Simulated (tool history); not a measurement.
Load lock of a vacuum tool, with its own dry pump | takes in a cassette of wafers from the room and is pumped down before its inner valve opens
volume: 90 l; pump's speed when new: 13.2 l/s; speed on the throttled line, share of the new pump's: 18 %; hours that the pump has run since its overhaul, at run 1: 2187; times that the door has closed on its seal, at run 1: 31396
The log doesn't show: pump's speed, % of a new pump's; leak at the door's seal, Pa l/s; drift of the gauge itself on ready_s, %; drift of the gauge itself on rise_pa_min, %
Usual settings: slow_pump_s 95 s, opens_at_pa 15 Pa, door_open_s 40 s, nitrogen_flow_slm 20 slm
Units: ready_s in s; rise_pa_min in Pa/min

| run | hour | slow_pump_s | opens_at_pa | door_open_s | nitrogen_flow_slm | hours that the pump has run since its overhaul | times that the door has closed on its seal | incoming humidity of the room's air, % | ready_s | rise_pa_min |
|---|---|---|---|---|---|---|---|---|---|---|
| 1 | 0 | 95 | 15 | 40 | 20 | 2187 | 31396 | 43 | 139.7 | 0.098 |
| 2 | 96.7 | 95 | 15 | 40 | 20 | 2283 | 31875 | 44.5 | 140.3 | 0.098 |
| 3 | 266.3 | 95 | 15 | 40 | 20 | 2453 | 32716 | 46.2 | 140.1 | 0.102 |
| 4 | 393.7 | 95 | 15 | 40 | 20 | 2580 | 33347 | 45.4 | 139.8 | 0.109 |
| 5 | 531.4 | 95 | 13 | 40 | 20 | 2718 | 34029 | 46.7 | 140.6 | 0.106 |
| 6 | 683.3 | 95 | 13 | 40 | 20 | 2870 | 34782 | 44.4 | 142 | 0.113 |
| 7 | 765.7 | 95 | 13 | 40 | 20 | 2952 | 35190 | 44.7 | 141.7 | 0.112 |
| 8 | 925.8 | 95 | 13 | 40 | 20 | 3112 | 35984 | 42.1 | 142 | 0.114 |
| 9 | 1074.1 | 95 | 24 | 40 | 20 | 3261 | 36719 | 45.7 | 136.4 | 0.123 |
| 10 | 1235.2 | 95 | 24 | 40 | 20 | 3422 | 37518 | 45.9 | 136.8 | 0.125 |
| 11 | 1386.4 | 95 | 24 | 39 | 20 | 3573 | 38267 | 46.1 | 138.9 | 0.131 |
| 12 | 1538 | 95 | 24 | 39 | 20 | 3725 | 39019 | 42.9 | 138.6 | 0.129 |
| 13 | 1691.4 | 95 | 24 | 39 | 20 | 3878 | 39779 | 47 | 137.8 | 0.14 |
| 14 | 1814.7 | 95 | 24 | 39 | 20 | 4001 | 40390 | 47.6 | 137.7 | 0.139 |
| 15 | 1964.8 | 61 | 24 | 101 | 20 | 4151 | 41134 | 44.4 | 111.3 | 0.148 |
| 16 | 2096.5 | 61 | 24 | 101 | 20 | 4283 | 41787 | 45.2 | 111.9 | 0.154 |
| 17 | 2170.4 | 61 | 24 | 101 | 20 | 4357 | 42153 | 44.7 | 110.4 | 0.156 |
| 18 | 2300.5 | 61 | 24 | 101 | 20 | 4487 | 42797 | 47.3 | 111.4 | 0.161 |
| 19 | 2465.6 | 61 | 24 | 101 | 20 | 4652 | 43616 | 46.6 | 112.5 | 0.165 |
| 20 | 2535.3 | 61 | 20 | 191 | 11 | 4722 | 43961 | 44.6 | 114.6 | 0.173 |
| 21 | 2671.9 | 56 | 18 | 61 | 27 | 4858 | 44638 | 45.3 | 110.6 | 0.164 |
| 22 | 2770.4 | 190 | 10 | 194 | 27 | 4957 | 45126 | 43.1 | 222.7 | 0.169 |
| 23 | 2841.1 | 95 | 30 | 157 | 6 | 5028 | 45477 | 45.2 | 136.4 | 0.188 |
| 24 | 2945.6 | 95 | 30 | 157 | 6 | 5132 | 45995 | 44.7 | 136 | 0.187 |
| 25 | 3094.6 | 95 | 30 | 157 | 6 | 5281 | 46734 | 44.5 | 140 | 0.198 |
| 26 | 3169.2 | 137 | 17 | 35 | 22 | 5356 | 47103 | 41.5 | 178.4 | 0.178 |
| 27 | 3339 | 124 | 22 | 35 | 22 | 5526 | 47945 | 43.5 | 162.3 | 0.184 |

5 ways to go on from here, each from the tool as it stands after run 27. What would each give?
| A | 3463.9 | 124 | 22 | 35 | 11 | 5650 | 48564 | 45.2 | ? | ? |
| B | 3463.9 | 124 | 17 | 35 | 22 | 5650 | 48564 | 46.8 | ? | ? |
| C | 3463.9 | 166 | 22 | 110 | 22 | 5650 | 48564 | 42 | ? | ? |
| D | 3463.9 | 118 | 15 | 40 | 20 | 5650 | 48564 | 44.9 | ? | ? |
| E | 3463.9 | 124 | 10 | 210 | 22 | 5650 | 48564 | 42.2 | ? | ? |

| run | ready_s | rise_pa_min |
|---|---|---|
| A | 165.9 | 0.185 |
| B | 166 | 0.185 |
| C | 198.9 | 0.182 |
| D | 161.9 | 0.179 |
| E | 172.2 | 0.189 |
Without the tool's hidden state the same runs would have given:
| run | ready_s | rise_pa_min |
|---|---|---|
| A | 161.1 | 0.016 |
| B | 160.9 | 0.011 |
| C | 195.1 | 0.011 |
| D | 156.7 | 0.007 |
| E | 166.5 | 0.019 |
